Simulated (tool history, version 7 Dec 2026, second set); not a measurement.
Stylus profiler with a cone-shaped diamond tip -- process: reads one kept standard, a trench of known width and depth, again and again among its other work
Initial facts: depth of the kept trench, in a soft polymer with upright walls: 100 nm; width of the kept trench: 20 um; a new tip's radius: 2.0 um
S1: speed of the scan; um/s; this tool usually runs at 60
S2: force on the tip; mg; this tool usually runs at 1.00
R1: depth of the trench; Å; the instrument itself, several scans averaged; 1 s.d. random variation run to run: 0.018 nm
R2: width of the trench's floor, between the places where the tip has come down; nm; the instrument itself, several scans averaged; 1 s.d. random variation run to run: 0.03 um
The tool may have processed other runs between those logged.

run 1 hour=0.0 | S1=60 S2=1.00 | R1=1005.9 R2=18330
run 2 hour=58.8 | S1=60 S2=1.00 | R1=1005.9 R2=18370
run 3 hour=108.1 | S1=60 S2=2.62 | R1=1010.5 R2=18480
run 4 hour=162.2 | S1=60 S2=2.62 | R1=1010.7 R2=18510
run 5 hour=200.6 | S1=60 S2=0.81 | R1=1005.7 R2=18260
run 6 hour=236.1 | S1=60 S2=0.39 | R1=1004.0 R2=18130
run 7 hour=268.3 | S1=60 S2=0.39 | R1=1003.9 R2=18110
run 8 hour=325.5 | S1=183 S2=1.00 | R1=1006.9 R2=17730
run 9 hour=365.6 | S1=183 S2=1.00 | R1=1006.6 R2=17710
run 10 hour=439.4 | S1=30 S2=1.00 | R1=1006.7 R2=18340
run 11 hour=508.5 | S1=30 S2=1.00 | R1=1006.7 R2=18300
run 12 hour=558.3 | S1=60 S2=2.26 | R1=1011.1 R2=18220
run 13 hour=597.0 | S1=60 S2=2.26 | R1=1010.7 R2=18250
run 14 hour=628.1 | S1=60 S2=2.26 | R1=1010.7 R2=18220
run 15 hour=666.4 | S1=60 S2=2.26 | R1=1011.1 R2=18180
run 16 hour=727.7 | S1=60 S2=0.41 | R1=1005.1 R2=18010
run 17 hour=792.4 | S1=60 S2=0.41 | R1=1005.1 R2=18010
-- hour=799.2 height scale calibrated on a step standard
run 18 hour=836.2 | S1=60 S2=0.91 | R1=1008.0 R2=18060
run 19 hour=877.0 | S1=60 S2=0.91 | R1=1008.5 R2=18090
run 20 hour=933.5 | S1=60 S2=0.91 | R1=1008.4 R2=18100
-- hour=956.9 height scale calibrated on a step standard, once more
run 21 hour=981.4 | S1=60 S2=0.91 | R1=1004.6 R2=18060
run 22 hour=1047.8 | S1=60 S2=0.91 | R1=1005.0 R2=18060
run 23 hour=1101.7 | S1=60 S2=0.91 | R1=1004.9 R2=17970
run 24 hour=1141.9 | S1=60 S2=1.62 | R1=1007.4 R2=18090
run 25 hour=1201.9 | S1=60 S2=1.62 | R1=1007.4 R2=17990
run 26 hour=1257.4 | S1=60 S2=1.62 | R1=1007.4 R2=18050
run 27 hour=1304.4 | S1=60 S2=1.62 | R1=1007.5 R2=18100
run 28 hour=1377.1 | S1=186 S2=1.03 | R1=1005.7 R2=17430
run 29 hour=1417.4 | S1=82 S2=2.92 | R1=1011.2 R2=18050
run 30 hour=1479.3 | S1=102 S2=1.54 | R1=1007.6 R2=17890
run 31 hour=1555.1 | S1=48 S2=1.00 | R1=1006.0 R2=17970
run 32 hour=1602.8 | S1=25 S2=0.65 | R1=1005.2 R2=18010
run 33 hour=1676.0 | S1=17 S2=1.87 | R1=1009.3 R2=18090
run 34 hour=1711.8 | S1=72 S2=0.78 | R1=1005.6 R2=17800
run 35 hour=1778.9 | S1=72 S2=0.78 | R1=1005.8 R2=17770
run 36 hour=1849.8 | S1=119 S2=2.88 | R1=1012.3 R2=17810
run 37 hour=1888.5 | S1=119 S2=0.33 | R1=1004.1 R2=17210
run 38 hour=1934.8 | S1=17 S2=1.92 | R1=1009.8 R2=18010
run 39 hour=2004.0 | S1=36 S2=0.66 | R1=1005.7 R2=17850
run 40 hour=2036.6 | S1=107 S2=2.25 | R1=1010.5 R2=17770
run 41 hour=2092.8 | S1=30 S2=1.29 | R1=1008.2 R2=17970

Run 42 comes next. What will it give?
run 42 hour=2157.2 | S1=168 S2=1.29 | R1=? R2=?

{"run 42": {"R1": 1008.3, "R2": 17360}}
Without the tool's hidden state the same run would have given R1 1006.0 Å, R2 18080 nm.

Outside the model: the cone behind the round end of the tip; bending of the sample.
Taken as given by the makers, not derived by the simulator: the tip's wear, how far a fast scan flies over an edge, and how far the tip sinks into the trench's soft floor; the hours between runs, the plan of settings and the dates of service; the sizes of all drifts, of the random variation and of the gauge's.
